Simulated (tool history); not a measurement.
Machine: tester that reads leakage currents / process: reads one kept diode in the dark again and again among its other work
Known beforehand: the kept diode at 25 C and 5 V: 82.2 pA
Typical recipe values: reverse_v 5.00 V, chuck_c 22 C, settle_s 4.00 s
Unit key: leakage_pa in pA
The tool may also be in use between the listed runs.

run	hour	reverse_v	chuck_c	settle_s	leakage_pa
1	0.0	5.00	22	4.00	56.98
# hour 27.8: chuck's temperature calibrated
2	61.6	5.00	22	4.00	67.31
3	122.6	5.00	22	4.00	66.78
4	200.7	5.00	22	4.00	66.07
5	251.9	5.00	22	4.00	66.05
6	328.8	5.00	22	4.00	65.31
7	425.7	5.00	22	4.00	64.59
# hour 434.6: probe card cleaned and baked
8	486.2	5.00	22	4.00	59.99
9	532.9	5.00	22	4.00	59.75
10	618.4	5.00	48	4.00	483.94
11	672.3	5.00	48	4.00	481.04
12	768.1	1.90	48	4.00	280.88
13	860.8	2.22	43	4.00	209.04
14	905.5	4.12	32	0.64	122.68
# hour 916.4: tester calibrated
15	983.4	4.12	32	0.64	121.40
16	1030.4	9.17	39	4.00	324.76
17	1072.1	16.70	39	0.41	457.33
18	1148.2	12.78	22	6.48	95.49
19	1204.1	1.17	26	0.88	35.69
20	1262.2	1.17	26	0.88	35.52
21	1356.4	1.95	29	8.19	59.50
# hour 1377.4: tester calibrated, once more
22	1413.8	1.95	29	8.19	58.77
# hour 1428.0: chuck's temperature calibrated
23	1496.4	17.14	29	3.06	231.51

Consider 4 possible next runs. They are alternatives, not a sequence: every one starts from the tool as it was left by run 23. What does each give?
A	1586.6	1.87	29	1.25	?
B	1586.6	1.15	22	4.00	?
C	1586.6	1.45	60	1.40	?
D	1586.6	17.92	22	4.00	?

run	leakage_pa
A	67.59
B	28.42
C	613.15
D	134.32
What these runs would have given with no unlogged condition in the tool:
run	leakage_pa
A	68.12
B	28.48
C	623.59
D	128.20
